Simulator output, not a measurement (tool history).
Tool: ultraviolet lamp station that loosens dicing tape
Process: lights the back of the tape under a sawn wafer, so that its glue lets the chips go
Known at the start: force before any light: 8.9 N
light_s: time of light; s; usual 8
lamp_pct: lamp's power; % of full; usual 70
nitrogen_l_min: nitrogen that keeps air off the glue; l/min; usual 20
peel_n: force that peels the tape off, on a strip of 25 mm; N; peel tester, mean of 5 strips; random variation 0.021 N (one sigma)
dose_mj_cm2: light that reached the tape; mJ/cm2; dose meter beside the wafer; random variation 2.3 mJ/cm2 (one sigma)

{"run": 1, "hour": 0.0, "light_s": 8, "lamp_pct": 70, "nitrogen_l_min": 20, "peel_n": 1.664, "dose_mj_cm2": 160}
{"run": 2, "hour": 14.2, "light_s": 8, "lamp_pct": 70, "nitrogen_l_min": 20, "peel_n": 1.679, "dose_mj_cm2": 156}
{"run": 3, "hour": 38.8, "light_s": 8, "lamp_pct": 70, "nitrogen_l_min": 20, "peel_n": 1.779, "dose_mj_cm2": 156}
{"run": 4, "hour": 52.0, "light_s": 8, "lamp_pct": 70, "nitrogen_l_min": 20, "peel_n": 1.703, "dose_mj_cm2": 161}
{"run": 5, "hour": 81.2, "light_s": 8, "lamp_pct": 70, "nitrogen_l_min": 20, "peel_n": 1.771, "dose_mj_cm2": 156}
{"run": 6, "hour": 95.1, "light_s": 12, "lamp_pct": 70, "nitrogen_l_min": 20, "peel_n": 0.857, "dose_mj_cm2": 232}
{"run": 7, "hour": 110.1, "light_s": 12, "lamp_pct": 70, "nitrogen_l_min": 20, "peel_n": 0.871, "dose_mj_cm2": 228}
{"run": 8, "hour": 128.8, "light_s": 7, "lamp_pct": 70, "nitrogen_l_min": 20, "peel_n": 2.189, "dose_mj_cm2": 133}
{"run": 9, "hour": 156.2, "light_s": 7, "lamp_pct": 70, "nitrogen_l_min": 20, "peel_n": 2.191, "dose_mj_cm2": 128}
{"run": 10, "hour": 179.5, "light_s": 9, "lamp_pct": 70, "nitrogen_l_min": 20, "peel_n": 1.559, "dose_mj_cm2": 164}
{"run": 11, "hour": 195.0, "light_s": 9, "lamp_pct": 70, "nitrogen_l_min": 20, "peel_n": 1.631, "dose_mj_cm2": 171}
{"run": 12, "hour": 207.7, "light_s": 10, "lamp_pct": 70, "nitrogen_l_min": 20, "peel_n": 1.302, "dose_mj_cm2": 186}
{"run": 13, "hour": 231.6, "light_s": 8, "lamp_pct": 70, "nitrogen_l_min": 15, "peel_n": 2.159, "dose_mj_cm2": 146}
{"run": 14, "hour": 257.5, "light_s": 8, "lamp_pct": 70, "nitrogen_l_min": 20, "peel_n": 1.97, "dose_mj_cm2": 144}
{"run": 15, "hour": 276.8, "light_s": 8, "lamp_pct": 70, "nitrogen_l_min": 20, "peel_n": 1.995, "dose_mj_cm2": 144}
{"run": 16, "hour": 291.1, "light_s": 7, "lamp_pct": 70, "nitrogen_l_min": 20, "peel_n": 2.426, "dose_mj_cm2": 125}
{"hour": 300.9, "done": "lamp changed"}
{"run": 17, "hour": 308.2, "light_s": 7, "lamp_pct": 70, "nitrogen_l_min": 20, "peel_n": 1.446, "dose_mj_cm2": 171}
{"run": 18, "hour": 332.6, "light_s": 7, "lamp_pct": 94, "nitrogen_l_min": 20, "peel_n": 0.828, "dose_mj_cm2": 232}
{"run": 19, "hour": 349.3, "light_s": 8, "lamp_pct": 70, "nitrogen_l_min": 20, "peel_n": 1.138, "dose_mj_cm2": 197}
{"run": 20, "hour": 363.5, "light_s": 8, "lamp_pct": 70, "nitrogen_l_min": 20, "peel_n": 1.145, "dose_mj_cm2": 198}
{"run": 21, "hour": 390.0, "light_s": 8, "lamp_pct": 70, "nitrogen_l_min": 20, "peel_n": 1.184, "dose_mj_cm2": 193}
{"run": 22, "hour": 405.1, "light_s": 9, "lamp_pct": 70, "nitrogen_l_min": 20, "peel_n": 0.948, "dose_mj_cm2": 218}
{"run": 23, "hour": 423.5, "light_s": 8, "lamp_pct": 70, "nitrogen_l_min": 23, "peel_n": 1.139, "dose_mj_cm2": 192}
{"run": 24, "hour": 441.7, "light_s": 14, "lamp_pct": 67, "nitrogen_l_min": 8, "peel_n": 0.796, "dose_mj_cm2": 323}
{"run": 25, "hour": 459.0, "light_s": 14, "lamp_pct": 72, "nitrogen_l_min": 20, "peel_n": 0.36, "dose_mj_cm2": 348}
{"run": 26, "hour": 482.4, "light_s": 11, "lamp_pct": 73, "nitrogen_l_min": 33, "peel_n": 0.473, "dose_mj_cm2": 271}
{"run": 27, "hour": 511.5, "light_s": 11, "lamp_pct": 73, "nitrogen_l_min": 33, "peel_n": 0.465, "dose_mj_cm2": 271}
{"run": 28, "hour": 528.8, "light_s": 8, "lamp_pct": 70, "nitrogen_l_min": 12, "peel_n": 1.648, "dose_mj_cm2": 192}
{"run": 29, "hour": 554.6, "light_s": 8, "lamp_pct": 70, "nitrogen_l_min": 12, "peel_n": 1.689, "dose_mj_cm2": 188}
{"hour": 578.4, "done": "window cleaned of glue's vapour"}
{"run": 30, "hour": 581.4, "light_s": 8, "lamp_pct": 70, "nitrogen_l_min": 12, "peel_n": 1.648, "dose_mj_cm2": 191}
{"run": 31, "hour": 599.5, "light_s": 5, "lamp_pct": 68, "nitrogen_l_min": 12, "peel_n": 3.061, "dose_mj_cm2": 117}
{"run": 32, "hour": 617.1, "light_s": 5, "lamp_pct": 68, "nitrogen_l_min": 12, "peel_n": 3.102, "dose_mj_cm2": 113}

The next listed run, before its measurement:
{"run": 33, "hour": 640.2, "light_s": 5, "lamp_pct": 68, "nitrogen_l_min": 12, "peel_n": "?", "dose_mj_cm2": "?"}

{"run 33": {"peel_n": 3.177, "dose_mj_cm2": 113}}
Without the tool's hidden state the same run would have given peel_n 2.821 N, dose_mj_cm2 127 mJ/cm2.

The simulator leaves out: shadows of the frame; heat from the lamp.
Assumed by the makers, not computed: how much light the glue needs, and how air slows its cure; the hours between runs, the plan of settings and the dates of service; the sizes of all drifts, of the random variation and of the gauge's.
